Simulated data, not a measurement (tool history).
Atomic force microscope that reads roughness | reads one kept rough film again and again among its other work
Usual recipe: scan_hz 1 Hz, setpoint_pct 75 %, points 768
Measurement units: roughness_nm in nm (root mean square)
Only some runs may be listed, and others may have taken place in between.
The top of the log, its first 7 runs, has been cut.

{"run": 8, "day": 9.296, "scan_hz": 1, "setpoint_pct": 57, "points": 768, "roughness_nm": 2.647}
{"run": 9, "day": 11.067, "scan_hz": 1, "setpoint_pct": 57, "points": 768, "roughness_nm": 2.63}
{"run": 10, "day": 12.504, "scan_hz": 1, "setpoint_pct": 57, "points": 768, "roughness_nm": 2.592}
{"run": 11, "day": 13.838, "scan_hz": 1, "setpoint_pct": 57, "points": 768, "roughness_nm": 2.55}
{"run": 12, "day": 15.338, "scan_hz": 1, "setpoint_pct": 57, "points": 1016, "roughness_nm": 2.532}
{"day": 15.5, "done": "new tip fitted"}
{"run": 13, "day": 16.6, "scan_hz": 1, "setpoint_pct": 75, "points": 386, "roughness_nm": 2.657}
{"run": 14, "day": 17.704, "scan_hz": 1, "setpoint_pct": 75, "points": 386, "roughness_nm": 2.619}
{"run": 15, "day": 18.688, "scan_hz": 1, "setpoint_pct": 75, "points": 386, "roughness_nm": 2.618}
{"run": 16, "day": 19.717, "scan_hz": 1, "setpoint_pct": 75, "points": 768, "roughness_nm": 2.568}
{"run": 17, "day": 20.646, "scan_hz": 1, "setpoint_pct": 62, "points": 768, "roughness_nm": 2.667}
{"run": 18, "day": 21.55, "scan_hz": 2.06, "setpoint_pct": 75, "points": 768, "roughness_nm": 2.393}
{"run": 19, "day": 22.633, "scan_hz": 2.06, "setpoint_pct": 75, "points": 768, "roughness_nm": 2.357}
{"run": 20, "day": 24.042, "scan_hz": 1, "setpoint_pct": 75, "points": 768, "roughness_nm": 2.482}
{"run": 21, "day": 25.1, "scan_hz": 1, "setpoint_pct": 75, "points": 768, "roughness_nm": 2.482}
{"run": 22, "day": 26.9, "scan_hz": 1, "setpoint_pct": 75, "points": 768, "roughness_nm": 2.455}
{"day": 27.308, "done": "new tip fitted"}
{"run": 23, "day": 27.7, "scan_hz": 1, "setpoint_pct": 85, "points": 768, "roughness_nm": 2.571}
{"run": 24, "day": 29.038, "scan_hz": 1, "setpoint_pct": 85, "points": 768, "roughness_nm": 2.53}
{"run": 25, "day": 30.8, "scan_hz": 1, "setpoint_pct": 85, "points": 768, "roughness_nm": 2.512}
{"run": 26, "day": 31.7, "scan_hz": 1, "setpoint_pct": 85, "points": 768, "roughness_nm": 2.48}
{"run": 27, "day": 32.758, "scan_hz": 2.32, "setpoint_pct": 66, "points": 314, "roughness_nm": 2.501}
{"run": 28, "day": 34.258, "scan_hz": 1.51, "setpoint_pct": 65, "points": 677, "roughness_nm": 2.557}
{"run": 29, "day": 35.967, "scan_hz": 1.51, "setpoint_pct": 75, "points": 677, "roughness_nm": 2.416}
{"run": 30, "day": 37.617, "scan_hz": 2.16, "setpoint_pct": 69, "points": 346, "roughness_nm": 2.393}

Run 31, settings as shown, results not yet in. Your forecast:
{"run": 31, "day": 38.567, "scan_hz": 0.91, "setpoint_pct": 80, "points": 768, "roughness_nm": "?"}

{"run 31": {"roughness_nm": 2.415}}
Without the tool's hidden state the same run would have given roughness_nm 2.651 nm (root mean square).
